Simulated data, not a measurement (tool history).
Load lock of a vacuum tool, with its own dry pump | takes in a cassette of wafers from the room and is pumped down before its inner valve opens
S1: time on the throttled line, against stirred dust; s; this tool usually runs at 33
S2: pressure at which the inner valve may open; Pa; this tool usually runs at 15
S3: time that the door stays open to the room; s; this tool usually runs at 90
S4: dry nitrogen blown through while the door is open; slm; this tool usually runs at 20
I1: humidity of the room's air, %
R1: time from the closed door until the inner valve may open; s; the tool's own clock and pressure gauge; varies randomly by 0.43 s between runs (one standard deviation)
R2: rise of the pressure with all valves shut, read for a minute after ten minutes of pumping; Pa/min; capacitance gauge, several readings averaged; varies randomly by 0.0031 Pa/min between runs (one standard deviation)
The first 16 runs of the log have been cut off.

| run | hour | S1 | S2 | S3 | S4 | I1 | R1 | R2 |
|---|---|---|---|---|---|---|---|---|
|  | 3013.1 | door's seal changed, seat wiped |
| 17 | 3066.0 | 46 | 15 | 90 | 8 | 45.8 | 64.0 | 0.086 |
| 18 | 3209.8 | 46 | 15 | 90 | 8 | 45.5 | 63.0 | 0.084 |
| 19 | 3382.7 | 33 | 15 | 90 | 20 | 43.7 | 53.3 | 0.073 |
| 20 | 3539.9 | 33 | 15 | 90 | 20 | 44.8 | 52.8 | 0.076 |
| 21 | 3684.1 | 41 | 15 | 90 | 5 | 42.9 | 59.7 | 0.091 |
| 22 | 3815.0 | 41 | 15 | 186 | 4 | 46.9 | 60.6 | 0.159 |
| 23 | 3943.6 | 41 | 15 | 186 | 4 | 46.5 | 60.5 | 0.159 |
| 24 | 4110.9 | 41 | 15 | 186 | 4 | 43.0 | 59.9 | 0.152 |
| 25 | 4242.6 | 41 | 15 | 90 | 23 | 42.4 | 60.8 | 0.077 |
| 26 | 4364.1 | 41 | 15 | 90 | 23 | 43.6 | 59.2 | 0.080 |
| 27 | 4556.5 | 38 | 15 | 90 | 23 | 41.6 | 57.7 | 0.083 |
| 28 | 4716.9 | 38 | 29 | 86 | 29 | 44.8 | 55.9 | 0.079 |
| 29 | 4879.7 | 38 | 29 | 86 | 29 | 46.2 | 56.5 | 0.088 |
| 30 | 4998.9 | 40 | 11 | 139 | 33 | 44.6 | 60.5 | 0.095 |
| 31 | 5158.7 | 57 | 21 | 63 | 35 | 41.1 | 72.5 | 0.066 |
| 32 | 5316.9 | 29 | 15 | 90 | 20 | 48.0 | 50.6 | 0.104 |
| 33 | 5492.4 | 33 | 15 | 54 | 6 | 43.1 | 53.7 | 0.101 |
| 34 | 5713.1 | 33 | 16 | 166 | 20 | 45.7 | 53.2 | 0.130 |
| 35 | 5902.9 | 25 | 12 | 65 | 26 | 41.0 | 48.9 | 0.087 |
| 36 | 6066.2 | 36 | 13 | 88 | 11 | 48.7 | 56.7 | 0.126 |
| 37 | 6332.2 | 33 | 29 | 108 | 20 | 46.9 | 51.6 | 0.123 |

Each row is a separate what-if for the run after 37, all from the same tool condition, not one after another. Results?
| A | 6449.6 | 21 | 17 | 159 | 20 | 43.4 | ? | ? |
| B | 6449.6 | 20 | 15 | 41 | 5 | 43.9 | ? | ? |
| C | 6449.6 | 60 | 29 | 149 | 11 | 48.5 | ? | ? |

| run | R1 | R2 |
|---|---|---|
| A | 44.9 | 0.135 |
| B | 42.7 | 0.107 |
| C | 73.7 | 0.171 |
Stripped of hidden state, with their random variation kept, the same runs would have yielded:
| run | R1 | R2 |
|---|---|---|
| A | 42.9 | 0.082 |
| B | 40.6 | 0.053 |
| C | 72.5 | 0.118 |
